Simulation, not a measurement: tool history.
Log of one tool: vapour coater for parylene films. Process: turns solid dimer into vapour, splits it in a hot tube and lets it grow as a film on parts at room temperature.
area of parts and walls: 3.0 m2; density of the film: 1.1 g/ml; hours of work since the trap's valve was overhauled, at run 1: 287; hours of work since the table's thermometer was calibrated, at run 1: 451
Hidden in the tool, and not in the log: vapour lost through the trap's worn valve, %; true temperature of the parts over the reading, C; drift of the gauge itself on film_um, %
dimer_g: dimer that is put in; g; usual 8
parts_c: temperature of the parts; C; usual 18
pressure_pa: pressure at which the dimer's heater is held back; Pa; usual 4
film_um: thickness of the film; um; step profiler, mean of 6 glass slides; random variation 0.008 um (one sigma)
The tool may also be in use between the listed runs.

run	day	dimer_g	parts_c	pressure_pa	hours of work since the trap's valve was overhauled	hours of work since the table's thermometer was calibrated	film_um
1	0	8	18	4	287	451	1.228
2	3.108	8	18	4	341	506	1.221
# day 6.304: trap's valve overhauled
3	6.325	8	18	4	0	559	1.272
4	9.904	8	18	4	63	621	1.245
5	11.683	8	18	4	94	652	1.26
6	13.508	5	18	4	126	684	0.777
7	15.125	5	18	4	154	713	0.783
8	18.821	8	28	4	219	777	0.836
9	20.662	8	28	4	251	809	0.81
10	24.054	8	28	4	310	869	0.815
11	26.479	8	28	4	353	911	0.802
# day 28.958: trap's valve overhauled
12	30.242	8	28	4	22	974	0.825
13	33.775	8	28	4	84	1036	0.829
14	37.033	8	28	4	141	1093	0.822
15	40.288	8	28	4	198	1149	0.803
16	43.875	8	18	7.01	261	1212	1.087
17	47.179	8	18	7.01	318	1270	1.047
18	50.779	8	11	2.4	381	1333	1.784
# day 51.575: trap's valve overhauled
19	53.533	8	11	2.4	34	1378	1.866
20	56.221	4	18	3.57	81	1425	0.645
21	59.35	4	23	2.03	136	1480	0.586
22	61.733	10	20	9.45	177	1521	1.161
23	65.338	10	18	2.35	240	1584	1.721
24	67.054	6	19	2.35	270	1614	0.989
25	68.762	8	18	9.13	300	1644	1.001
26	72.108	7	18	11.64	359	1703	0.819
# day 74.317: trap's valve overhauled
27	75.688	6	18	4.32	24	1762	0.926
28	77.596	6	18	4.32	57	1796	0.908
29	80.933	8	18	6.55	116	1854	1.086
30	84.042	12	11	4.58	170	1908	2.356
31	87.271	5	18	4	226	1965	0.76

3 ways to go on from here, each from the tool as it stands after run 31. What would each give?
A	88.825	5	13	2.66	254	1992	?
B	88.825	7	11	11.12	254	1992	?
C	88.825	4	18	4	254	1992	?

run	film_um
A	1.015
B	1.133
C	0.607
Without the tool's hidden state the same runs would have given:
run	film_um
A	1.073
B	1.197
C	0.642
